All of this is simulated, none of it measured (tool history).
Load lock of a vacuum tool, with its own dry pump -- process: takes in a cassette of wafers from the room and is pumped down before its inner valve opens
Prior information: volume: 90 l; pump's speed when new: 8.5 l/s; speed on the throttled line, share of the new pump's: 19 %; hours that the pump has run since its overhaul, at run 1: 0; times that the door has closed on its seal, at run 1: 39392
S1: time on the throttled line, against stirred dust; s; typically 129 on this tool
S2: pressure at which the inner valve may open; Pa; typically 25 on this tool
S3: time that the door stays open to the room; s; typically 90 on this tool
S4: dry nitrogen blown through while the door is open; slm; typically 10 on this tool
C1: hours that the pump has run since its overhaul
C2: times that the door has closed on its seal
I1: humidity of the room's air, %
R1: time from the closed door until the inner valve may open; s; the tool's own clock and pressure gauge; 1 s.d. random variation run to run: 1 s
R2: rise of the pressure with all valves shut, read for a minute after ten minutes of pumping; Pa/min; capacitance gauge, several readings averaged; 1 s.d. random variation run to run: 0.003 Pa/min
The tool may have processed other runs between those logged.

Run 1, hour 0: usual settings; C1 0; C2 39392; I1 45.3. Result: R1 189.5 s, R2 0.134 Pa/min.
Run 2, hour 632: usual settings; C1 632; C2 41012; I1 46.1. Result: R1 193.1 s, R2 0.146 Pa/min.
Run 3, hour 1048.3: usual settings; C1 1048; C2 42079; I1 46.4. Result: R1 192.4 s, R2 0.147 Pa/min.
Run 4, hour 1646.3: usual settings but S3 46 s; C1 1646; C2 43612; I1 46.4. Result: R1 193.1 s, R2 0.141 Pa/min.
Run 5, hour 2148.4: usual settings but S3 46 s; C1 2148; C2 44899; I1 44.1. Result: R1 194.3 s, R2 0.142 Pa/min.
Run 6, hour 2454.1: usual settings but S3 46 s; C1 2454; C2 45683; I1 43.9. Result: R1 192.5 s, R2 0.147 Pa/min.
Run 7, hour 2870.2: usual settings but S3 46 s; C1 2870; C2 46750; I1 41.8. Result: R1 193.4 s, R2 0.149 Pa/min.
Run 8, hour 3394.5: usual settings but S3 46 s; C1 3395; C2 48094; I1 43.3. Result: R1 195 s, R2 0.157 Pa/min.
Run 9, hour 3905.8: usual settings but S3 46 s; C1 3906; C2 49404; I1 40.9. Result: R1 195 s, R2 0.159 Pa/min.
Run 10, hour 4465.9: usual settings but S3 46 s; C1 4466; C2 50840; I1 42.2. Result: R1 194.9 s, R2 0.166 Pa/min.
Run 11, hour 4807.1: usual settings but S3 44 s; C1 4807; C2 51715; I1 42.6. Result: R1 193.7 s, R2 0.173 Pa/min.
Run 12, hour 5225.5: usual settings but S3 44 s; C1 5225; C2 52787; I1 43.4. Result: R1 193.3 s, R2 0.179 Pa/min.
Run 13, hour 5735: usual settings but S3 44 s; C1 5735; C2 54093; I1 40.6. Result: R1 194.5 s, R2 0.184 Pa/min.
Run 14, hour 6311.8: usual settings but S3 44 s; C1 6312; C2 55572; I1 48.2. Result: R1 195.2 s, R2 0.193 Pa/min.
Run 15, hour 6762: usual settings but S3 44 s; C1 6762; C2 56726; I1 47.3. Result: R1 194.5 s, R2 0.192 Pa/min.
Run 16, hour 7294.8: usual settings but S4 44 slm; C1 7295; C2 58092; I1 46.1. Result: R1 193.7 s, R2 0.198 Pa/min.
Run 17, hour 7870: usual settings; C1 7870; C2 59566; I1 44.9. Result: R1 195.9 s, R2 0.237 Pa/min.
Run 18, hour 8515.3: usual settings but S4 28 slm; C1 8515; C2 61220; I1 46. Result: R1 194.9 s, R2 0.224 Pa/min.
Run 19, hour 8946.5: usual settings but S4 28 slm; C1 8946; C2 62326; I1 45.1. Result: R1 196.2 s, R2 0.236 Pa/min.
Run 20, hour 9506.5: usual settings but S1 256 s, S3 59 s, S4 28 slm; C1 9507; C2 63761; I1 42.3. Result: R1 296.3 s, R2 0.218 Pa/min.
Run 21, hour 10163.7: usual settings but S1 77 s, S2 46 Pa, S3 42 s, S4 28 slm; C1 10164; C2 65446; I1 44.1. Result: R1 149.9 s, R2 0.232 Pa/min.
Run 22, hour 10560.1: usual settings but S1 210 s; C1 10560; C2 66462; I1 43.4. Result: R1 261.7 s, R2 0.268 Pa/min.
Run 23, hour 11076.5: usual settings but S1 179 s, S2 35 Pa, S3 112 s, S4 12 slm; C1 11076; C2 67786; I1 42.3. Result: R1 234 s, R2 0.275 Pa/min.
At hour 11644.5: door's seal changed, seat wiped.
Run 24, hour 11738.2: usual settings but S1 175 s, S2 28 Pa; C1 11737; C2 240; I1 42.8. Result: R1 231.7 s, R2 0.044 Pa/min.
Run 25, hour 12380.7: usual settings but S1 175 s, S2 28 Pa; C1 12379; C2 1887; I1 43.6. Result: R1 234.1 s, R2 0.044 Pa/min.
Run 26, hour 12719.2: usual settings but S1 70 s, S2 28 Pa, S3 48 s; C1 12718; C2 2755; I1 49.3. Result: R1 150.6 s, R2 0.035 Pa/min.
Run 27, hour 13248.7: usual settings but S1 70 s, S2 28 Pa, S3 48 s; C1 13247; C2 4112; I1 46.2. Result: R1 150.4 s, R2 0.034 Pa/min.
Run 28, hour 13886.6: usual settings but S1 70 s, S2 28 Pa, S3 48 s; C1 13885; C2 5748; I1 47.1. Result: R1 151.6 s, R2 0.034 Pa/min.
Run 29, hour 14447.8: usual settings but S1 125 s, S2 30 Pa, S3 130 s, S4 7 slm; C1 14446; C2 7186; I1 45.1. Result: R1 194.3 s, R2 0.067 Pa/min.
Run 30, hour 14835: usual settings but S1 179 s, S2 24 Pa, S3 130 s, S4 5 slm; C1 14834; C2 8179; I1 45.7. Result: R1 241 s, R2 0.073 Pa/min.
Run 31, hour 15468.1: usual settings but S1 179 s, S2 24 Pa, S3 130 s, S4 5 slm; C1 15467; C2 9802; I1 42.4. Result: R1 240.1 s, R2 0.074 Pa/min.
Run 32, hour 16084.5: usual settings but S1 179 s, S2 24 Pa, S3 130 s, S4 5 slm; C1 16083; C2 11382; I1 44.9. Result: R1 238.9 s, R2 0.078 Pa/min.
At hour 16484.4: dry pump taken out, an overhauled one fitted.
Run 33, hour 16607.3: usual settings but S1 179 s, S2 24 Pa, S3 130 s, S4 5 slm; C1 123; C2 12707; I1 45. Result: R1 236.9 s, R2 0.085 Pa/min.
Run 34, hour 17063.1: usual settings but S1 82 s, S2 31 Pa, S3 43 s, S4 27 slm; C1 579; C2 13875; I1 46.8. Result: R1 153 s, R2 0.038 Pa/min.
Run 35, hour 17676: usual settings but S1 82 s, S2 31 Pa, S3 58 s, S4 27 slm; C1 1192; C2 15446; I1 41.5. Result: R1 154.4 s, R2 0.037 Pa/min.
Run 36, hour 18276: usual settings but S1 82 s, S2 31 Pa, S3 58 s, S4 27 slm; C1 1792; C2 16984; I1 46.7. Result: R1 155.6 s, R2 0.052 Pa/min.
Run 37, hour 18927.6: usual settings but S1 193 s, S3 34 s; C1 2443; C2 18655; I1 45. Result: R1 244.9 s, R2 0.05 Pa/min.

4 ways to go on from here, each from the tool as it stands after run 37. What would each give?
Run A, hour 19323.9: usual settings but S2 27 Pa; C1 2840; C2 19671; I1 45.1. Result: R1 ?, R2 ?.
Run B, hour 19323.9: usual settings but S1 76 s; C1 2840; C2 19671; I1 43.5. Result: R1 ?, R2 ?.
Run C, hour 19323.9: usual settings but S1 184 s, S3 34 s; C1 2840; C2 19671; I1 44.4. Result: R1 ?, R2 ?.
Run D, hour 19323.9: usual settings but S1 193 s, S3 34 s, S4 6 slm; C1 2840; C2 19671; I1 42. Result: R1 ?, R2 ?.

run     R1     R2
  A    194  0.084
  B  153.2  0.073
  C  239.6  0.054
  D  247.5  0.052
The same runs, with their run-to-run variation unchanged, on a tool lacking any hidden condition would have given:
run     R1     R2
  A  191.2  0.051
  B  149.9  0.041
  C  237.1   0.02
  D  245.2  0.019
